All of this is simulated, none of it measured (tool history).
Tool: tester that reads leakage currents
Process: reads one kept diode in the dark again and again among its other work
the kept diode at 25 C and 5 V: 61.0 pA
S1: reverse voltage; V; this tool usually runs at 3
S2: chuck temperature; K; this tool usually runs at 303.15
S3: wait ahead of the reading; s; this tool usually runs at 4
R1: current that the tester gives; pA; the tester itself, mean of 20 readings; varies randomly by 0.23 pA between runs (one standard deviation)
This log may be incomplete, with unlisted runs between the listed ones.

| run | hour | S1 | S2 | S3 | R1 |
|---|---|---|---|---|---|
| 1 | 0 | 3 | 303.15 | 4 | 73.15 |
| 2 | 122.2 | 3 | 303.15 | 4 | 72.85 |
|  | 146.2 | tester calibrated |
| 3 | 239.8 | 3 | 303.15 | 4 | 73.86 |
| 4 | 334 | 3 | 303.15 | 4 | 73.46 |
| 5 | 462.9 | 3 | 303.15 | 4 | 73.8 |
| 6 | 548.2 | 3 | 303.15 | 4 | 73.34 |
| 7 | 654.7 | 1.61 | 303.15 | 4 | 59.6 |
| 8 | 787.9 | 1.61 | 303.15 | 4 | 59.07 |
| 9 | 902.6 | 1.61 | 303.15 | 4 | 59.44 |
| 10 | 991.8 | 1.61 | 325.15 | 4 | 246.67 |
|  | 1011.7 | chuck's temperature calibrated |
| 11 | 1124.4 | 1.61 | 325.15 | 4 | 231.85 |
| 12 | 1187.2 | 3 | 316.15 | 4 | 159.72 |
| 13 | 1280.1 | 3 | 296.15 | 4 | 44.27 |
|  | 1379.2 | probe card cleaned and baked |
| 14 | 1397.3 | 3 | 303.15 | 4.28 | 61.87 |
|  | 1435.7 | chuck's temperature calibrated, once more |
| 15 | 1512.6 | 3 | 303.15 | 4 | 74.92 |
| 16 | 1604.8 | 3 | 303.15 | 0.53 | 76.48 |
| 17 | 1673.6 | 1.98 | 303.15 | 2.75 | 65.94 |
| 18 | 1776.1 | 1.98 | 303.15 | 2.75 | 65.48 |
| 19 | 1844.1 | 1.98 | 298.15 | 2.6 | 45.98 |
| 20 | 1968.2 | 3.5 | 320.15 | 2.95 | 241.25 |
| 21 | 2087.8 | 17.9 | 320.15 | 1.24 | 405.22 |
| 22 | 2220.8 | 17.9 | 320.15 | 1.24 | 406.09 |
| 23 | 2347.4 | 2.65 | 322.15 | 4 | 248.34 |
| 24 | 2476.9 | 2.65 | 301.15 | 0.61 | 63.39 |
| 25 | 2552.6 | 2.65 | 301.15 | 0.61 | 63.38 |
| 26 | 2684.5 | 2.14 | 311.15 | 4 | 112.67 |
| 27 | 2759 | 15.61 | 316.15 | 0.7 | 307.4 |
| 28 | 2869.1 | 15.61 | 316.15 | 0.7 | 308.83 |
| 29 | 2981.9 | 15.61 | 316.15 | 0.7 | 306.52 |
|  | 3078.3 | tester calibrated |
| 30 | 3127 | 3 | 318.15 | 0.48 | 200.4 |
| 31 | 3208.2 | 1.21 | 300.15 | 4.53 | 44.59 |
| 32 | 3311.8 | 1.21 | 300.15 | 4.53 | 44.72 |

Difference, measured minus no-hidden-state, one row per run. Run-to-run variation is common to both terms; the gauge's own scatter need not be:
Unlogged tool condition in this case: stray current of the dirty probe card, pA a volt; current scale over the true one, %; true chuck temperature over the reading, C; drift of the gauge itself on leakage_pa, %.
| run | R1 |
|---|---|
| 1 | -2.56 |
| 2 | -2.61 |
| 3 | -1.67 |
| 4 | -1.76 |
| 5 | -1.81 |
| 6 | -1.82 |
| 7 | -3.04 |
| 8 | -3.19 |
| 9 | -3.37 |
| 10 | -22.19 |
| 11 | -36.43 |
| 12 | -22.25 |
| 13 | -1.37 |
| 14 | -13.4 |
| 15 | -0.38 |
| 16 | -0.45 |
| 17 | -0.63 |
| 18 | -0.79 |
| 19 | -0.35 |
| 20 | -5.54 |
| 21 | -1.81 |
| 22 | -1.91 |
| 23 | -9.62 |
| 24 | -0.76 |
| 25 | -0.79 |
| 26 | -4.89 |
| 27 | +1.59 |
| 28 | +1.93 |
| 29 | +2.04 |
| 30 | -8.98 |
| 31 | -1.48 |
| 32 | -1.58 |
